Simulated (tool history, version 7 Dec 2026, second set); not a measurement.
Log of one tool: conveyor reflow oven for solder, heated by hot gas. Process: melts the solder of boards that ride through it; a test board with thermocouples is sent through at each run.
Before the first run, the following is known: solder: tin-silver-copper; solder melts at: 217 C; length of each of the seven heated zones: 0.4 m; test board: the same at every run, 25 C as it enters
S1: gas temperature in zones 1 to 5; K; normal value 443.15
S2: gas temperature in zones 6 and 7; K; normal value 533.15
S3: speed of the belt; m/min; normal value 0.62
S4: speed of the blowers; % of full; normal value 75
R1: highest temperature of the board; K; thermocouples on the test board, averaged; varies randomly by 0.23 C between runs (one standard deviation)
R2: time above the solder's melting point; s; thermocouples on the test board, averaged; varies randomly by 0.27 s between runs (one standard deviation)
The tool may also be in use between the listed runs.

run	hour	S1	S2	S3	S4	R1	R2
1	0	443.15	533.15	0.62	75	517.45	52
2	26.5	443.15	533.15	0.62	75	517.85	51.9
3	44.8	440.15	533.15	0.62	75	517.25	50
4	74.9	440.15	533.15	0.62	75	517.35	50.2
5	93.9	440.15	533.15	0.62	75	516.65	50
6	119.1	443.15	531.15	0.62	75	515.35	50
7	137.3	430.15	533.15	0.62	75	515.05	44.6
8	175	430.15	533.15	0.62	75	514.95	44.4
9	197.4	430.15	533.15	0.62	75	514.55	44.6
10	238	430.15	533.15	0.62	75	514.35	44.1
11	258.2	452.15	533.15	0.62	75	518.15	55.8
12	286.1	443.15	533.15	0.62	75	516.75	49.9
# hour 307.5: flux residue cleaned out of gas plates and filters
13	318.6	452.15	533.15	0.62	75	519.85	57.6
14	355	448.15	533.15	0.62	75	518.65	55.8
15	377.3	448.15	533.15	0.62	75	518.65	55.2
16	397.4	444.15	531.15	0.585	77	517.85	56.6
17	430.2	444.15	531.15	0.585	77	518.15	56.7
18	461	438.15	546.15	0.677	89	528.05	53
19	495	443.15	530.15	0.56	75	517.45	59
# hour 500.8: belt drive overhauled, speed set with a stopwatch
20	537.2	454.15	533.15	0.705	75	515.55	47.4
21	561.8	454.15	529.15	0.705	79	513.05	44.8
22	591.7	436.15	526.15	0.705	79	506.55	32.2
23	611.8	457.15	529.15	0.52	78	519.75	74.2
24	648.3	457.15	546.15	0.52	78	535.25	84
25	690	457.15	546.15	0.688	78	527.95	58.3
26	712.3	443.15	537.15	0.516	67	523.75	70.9
27	741.5	443.15	537.15	0.516	67	523.65	70.5
# hour 750.9: belt drive overhauled, speed set with a stopwatch, once more
28	765.5	431.15	533.15	0.62	75	513.65	42.9
29	806.8	431.15	533.15	0.62	75	513.65	42.7

Some steps in R1, run to run, broken into two amounts with sign: the step expected even without the hidden condition (settings, incoming material, random variation), and the rest, left for the hidden condition together with whatever gauge scatter is not in both the measured and the hidden-condition-free result:
What the log doesn't record here: heat that the gas passes to the board, % of a clean oven's; belt's true speed, % of the reading; true gas temperature in zones 6 and 7 over the reading, C; drift of the gauge itself on peak_c, C; drift of the gauge itself on liquid_s, %.
Run 12 -> 13: S1 443.15 -> 452.15, flux residue cleaned out of gas plates and filters. R1 +3.1 K: hidden state +1.8, all else +1.3.
Run 22 -> 23: S1 436.15 -> 457.15, S2 526.15 -> 529.15, S3 0.705 -> 0.52, S4 79 -> 78. R1 +13.2 K: hidden state +0.2, all else +13.
Run 23 -> 24: S2 529.15 -> 546.15. R1 +15.5 K: hidden state -0.3, all else +15.8.
Run 27 -> 28: S1 443.15 -> 431.15, S2 537.15 -> 533.15, S3 0.516 -> 0.62, S4 67 -> 75, belt drive overhauled, speed set with a stopwatch, once more. R1 -10 K: hidden state -1.3, all else -8.7.
